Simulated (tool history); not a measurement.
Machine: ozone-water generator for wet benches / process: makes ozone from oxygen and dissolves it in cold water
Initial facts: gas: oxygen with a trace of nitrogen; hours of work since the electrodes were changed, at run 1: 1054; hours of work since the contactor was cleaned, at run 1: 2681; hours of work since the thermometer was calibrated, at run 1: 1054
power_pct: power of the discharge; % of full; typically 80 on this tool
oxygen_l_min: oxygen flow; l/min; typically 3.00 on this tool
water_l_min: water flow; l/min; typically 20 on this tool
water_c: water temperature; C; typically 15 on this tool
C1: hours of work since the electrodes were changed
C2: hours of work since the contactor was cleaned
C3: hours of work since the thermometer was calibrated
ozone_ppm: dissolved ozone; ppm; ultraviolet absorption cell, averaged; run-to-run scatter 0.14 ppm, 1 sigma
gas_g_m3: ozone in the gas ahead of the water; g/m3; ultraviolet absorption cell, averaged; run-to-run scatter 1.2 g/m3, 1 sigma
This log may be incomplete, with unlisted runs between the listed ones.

Run 1, hour 0.0: usual settings; C1 1054; C2 2681; C3 1054. Result: ozone_ppm 16.2 ppm, gas_g_m3 223.6 g/m3.
Run 2, hour 167.0: usual settings but oxygen_l_min 5.24 l/min; C1 1161; C2 2789; C3 1161. Result: ozone_ppm 15.9 ppm, gas_g_m3 153.7 g/m3.
Run 3, hour 292.7: usual settings but oxygen_l_min 2.51 l/min; C1 1242; C2 2870; C3 1242. Result: ozone_ppm 15.6 ppm, gas_g_m3 249.1 g/m3.
Run 4, hour 406.6: usual settings but oxygen_l_min 2.51 l/min; C1 1316; C2 2943; C3 1316. Result: ozone_ppm 15.9 ppm, gas_g_m3 253.8 g/m3.
Run 5, hour 536.3: usual settings but water_l_min 13 l/min; C1 1399; C2 3027; C3 1399. Result: ozone_ppm 24.3 ppm, gas_g_m3 222.1 g/m3.
Run 6, hour 710.3: usual settings but oxygen_l_min 3.11 l/min, water_l_min 27 l/min; C1 1511; C2 3139; C3 1511. Result: ozone_ppm 11.3 ppm, gas_g_m3 216.7 g/m3.
Run 7, hour 895.5: usual settings but oxygen_l_min 3.11 l/min, water_l_min 27 l/min; C1 1631; C2 3258; C3 1631. Result: ozone_ppm 11.3 ppm, gas_g_m3 216.3 g/m3.
Run 8, hour 981.9: usual settings but power_pct 40 % of full, oxygen_l_min 3.11 l/min, water_l_min 22 l/min; C1 1686; C2 3314; C3 1686. Result: ozone_ppm 9.8 ppm, gas_g_m3 150.5 g/m3.
Run 9, hour 1143.7: usual settings but power_pct 40 % of full, oxygen_l_min 3.11 l/min, water_l_min 22 l/min; C1 1791; C2 3418; C3 1791. Result: ozone_ppm 9.9 ppm, gas_g_m3 147.2 g/m3.
Run 10, hour 1326.8: usual settings but power_pct 48 % of full, oxygen_l_min 3.11 l/min, water_l_min 22 l/min; C1 1909; C2 3536; C3 1909. Result: ozone_ppm 10.8 ppm, gas_g_m3 165.0 g/m3.

Below are 3 alternative next runs, each starting from the tool's condition after run 10. Predict each:
Run A, hour 1476.4: usual settings but water_c 22 C; C1 2005; C2 3632; C3 2005. Result: ozone_ppm ?, gas_g_m3 ?.
Run B, hour 1476.4: usual settings but water_c 8 C; C1 2005; C2 3632; C3 2005. Result: ozone_ppm ?, gas_g_m3 ?.
Run C, hour 1476.4: usual settings but power_pct 48 % of full, oxygen_l_min 3.11 l/min, water_l_min 22 l/min, water_c 12 C; C1 2005; C2 3632; C3 2005. Result: ozone_ppm ?, gas_g_m3 ?.

run  ozone_ppm  gas_g_m3
  A       14.9     221.5
  B       16.6     224.0
  C       11.0     166.2
Without the tool's unlogged condition, the same runs would have read:
run  ozone_ppm  gas_g_m3
  A       16.1     228.5
  B       18.0     231.0
  C       11.9     170.1
